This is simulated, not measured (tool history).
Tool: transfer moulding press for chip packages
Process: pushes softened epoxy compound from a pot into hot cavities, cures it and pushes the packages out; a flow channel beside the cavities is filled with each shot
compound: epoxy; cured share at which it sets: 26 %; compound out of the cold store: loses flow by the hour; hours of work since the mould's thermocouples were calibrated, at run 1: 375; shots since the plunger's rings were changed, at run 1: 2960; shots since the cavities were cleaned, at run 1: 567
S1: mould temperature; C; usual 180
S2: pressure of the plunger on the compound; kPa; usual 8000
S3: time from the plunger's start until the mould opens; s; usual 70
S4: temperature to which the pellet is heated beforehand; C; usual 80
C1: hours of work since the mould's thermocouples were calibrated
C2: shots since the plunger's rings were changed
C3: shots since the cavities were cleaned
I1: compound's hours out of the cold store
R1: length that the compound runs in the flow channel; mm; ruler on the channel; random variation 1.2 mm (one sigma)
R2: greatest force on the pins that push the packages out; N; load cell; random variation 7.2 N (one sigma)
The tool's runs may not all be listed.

run     day   S1    S2   S3  S4   C1    C2   C3    I1   R1   R2
  1       0  180  8000   70  80  375  2960  567  44.1  573  287
      0.804  -- cavities cleaned with cleaning compound and waxed
  2   1.283  180  8000   70  73  397  3413  178  11.3  628  308
  3    2.55  180  8000   70  73  419  3885  650  26.7  601  297
      3.017  -- cavities cleaned with cleaning compound and waxed
  4   3.871  183  8000   70  80  441  4351  317  29.8  587  284
      4.712  -- plunger's sealing rings changed
  5   4.946  180  8000   70  80  458    86  678  20.6  613  297
      5.433  -- cavities cleaned with cleaning compound and waxed
  6   6.367  180  8000   70  80  482   592  347  33.3  590  297
      7.683  -- cavities cleaned with cleaning compound and waxed
  7   8.396  187  8000   70  80  516  1322  264  31.2  575  282
  8   9.692  187  8000  102  80  539  1804  746  15.7  600  253
     10.012  -- cavities cleaned with cleaning compound and waxed
  9  11.117  180  8000  105  80  563  2311  410   8.9  633  267
     12.225  -- cavities cleaned with cleaning compound and waxed
 10  12.892  180  8000   70  80  593  2948  249  32.2  592  295
 11  14.046  180  8000   70  80  613  3376  677  13.2  624  300
     14.521  -- cavities cleaned with cleaning compound and waxed
 12  14.983  180  8000   70  80  628  3702  173    10  630  303
 13  16.562  188  6450   93  71  656  4288  759  24.6  524  277
     16.783  -- cavities cleaned with cleaning compound and waxed
     17.696  -- plunger's sealing rings changed
 14  17.696  180  6460   70  73  673     0  300  40.5  519  293
 15  18.962  180  6060   75  80  695   470  770  19.6  536  283
     19.154  -- cavities cleaned with cleaning compound and waxed
 16  20.725  180  8540   70  81  725  1101  582  40.4  597  296
     21.425  -- cavities cleaned with cleaning compound and waxed
 17  22.471  180  8000   67  74  754  1728  388  31.5  594  315
     23.746  -- cavities cleaned with cleaning compound and waxed
 18  23.908  178  8000   70  71  778  2239   60    19  621  311
 19  25.392  174  7730   70  79  804  2790  611  18.3  621  408
     25.983  -- cavities cleaned with cleaning compound and waxed
 20  26.971  185  8000   90  80  831  3354  368  44.1  562  271
 21  27.971  185  8000   90  80  848  3725  739  30.4  582  266
     28.312  -- cavities cleaned with cleaning compound and waxed
 22  29.579  181  9580   56  86  875  4300  470  28.3  650  390
     29.892  -- mould's thermocouples calibrated
     30.796  -- plunger's sealing rings changed
     30.858  -- cavities cleaned with cleaning compound and waxed
 23  31.254  180  8000   70  79   21   147  147  22.2  605  303

Hidden state at the last listed run before each entry between runs and at the first one after, where it differs:
Between runs 1 and 2: cavities cleaned with cleaning compound and waxed (day 0.804)
  pressure that reaches the compound, % of what is set: 99.95 -> 99.94; grip of the stained cavities, % over clean ones': 0.5 -> 0.2
Between runs 3 and 4: cavities cleaned with cleaning compound and waxed (day 3.017)
  grip of the stained cavities, % over clean ones': 0.5 -> 0.3
Between runs 4 and 5: plunger's sealing rings changed (day 4.712)
  pressure that reaches the compound, % of what is set: 99.93 -> 99.99; grip of the stained cavities, % over clean ones': 0.3 -> 0.5
Between runs 5 and 6: cavities cleaned with cleaning compound and waxed (day 5.433)
  grip of the stained cavities, % over clean ones': 0.5 -> 0.4
Between runs 6 and 7: cavities cleaned with cleaning compound and waxed (day 7.683)
  pressure that reaches the compound, % of what is set: 99.99 -> 99.98; grip of the stained cavities, % over clean ones': 0.4 -> 0.3
Between runs 8 and 9: cavities cleaned with cleaning compound and waxed (day 10.012)
  pressure that reaches the compound, % of what is set: 99.97 -> 99.96; grip of the stained cavities, % over clean ones': 0.6 -> 0.4
Between runs 9 and 10: cavities cleaned with cleaning compound and waxed (day 12.225)
  pressure that reaches the compound, % of what is set: 99.96 -> 99.95; grip of the stained cavities, % over clean ones': 0.4 -> 0.3
Between runs 11 and 12: cavities cleaned with cleaning compound and waxed (day 14.521)
  grip of the stained cavities, % over clean ones': 0.5 -> 0.2
Between runs 13 and 14: cavities cleaned with cleaning compound and waxed (day 16.783); plunger's sealing rings changed (day 17.696)
  pressure that reaches the compound, % of what is set: 99.93 -> 100; grip of the stained cavities, % over clean ones': 0.6 -> 0.3
Between runs 15 and 16: cavities cleaned with cleaning compound and waxed (day 19.154)
  pressure that reaches the compound, % of what is set: 99.99 -> 99.98; grip of the stained cavities, % over clean ones': 0.6 -> 0.5
Between runs 16 and 17: cavities cleaned with cleaning compound and waxed (day 21.425)
  pressure that reaches the compound, % of what is set: 99.98 -> 99.97; grip of the stained cavities, % over clean ones': 0.5 -> 0.4
Between runs 17 and 18: cavities cleaned with cleaning compound and waxed (day 23.746)
  pressure that reaches the compound, % of what is set: 99.97 -> 99.96; grip of the stained cavities, % over clean ones': 0.4 -> 0.1
Between runs 19 and 20: cavities cleaned with cleaning compound and waxed (day 25.983)
  pressure that reaches the compound, % of what is set: 99.95 -> 99.94; grip of the stained cavities, % over clean ones': 0.5 -> 0.4
Between runs 21 and 22: cavities cleaned with cleaning compound and waxed (day 28.312)
  pressure that reaches the compound, % of what is set: 99.94 -> 99.93; grip of the stained cavities, % over clean ones': 0.6 -> 0.5
Between runs 22 and 23: mould's thermocouples calibrated (day 29.892); plunger's sealing rings changed (day 30.796); cavities cleaned with cleaning compound and waxed (day 30.858)
  true mould temperature over the reading, C: -0.01 -> 0; pressure that reaches the compound, % of what is set: 99.93 -> 100; grip of the stained cavities, % over clean ones': 0.5 -> 0.2

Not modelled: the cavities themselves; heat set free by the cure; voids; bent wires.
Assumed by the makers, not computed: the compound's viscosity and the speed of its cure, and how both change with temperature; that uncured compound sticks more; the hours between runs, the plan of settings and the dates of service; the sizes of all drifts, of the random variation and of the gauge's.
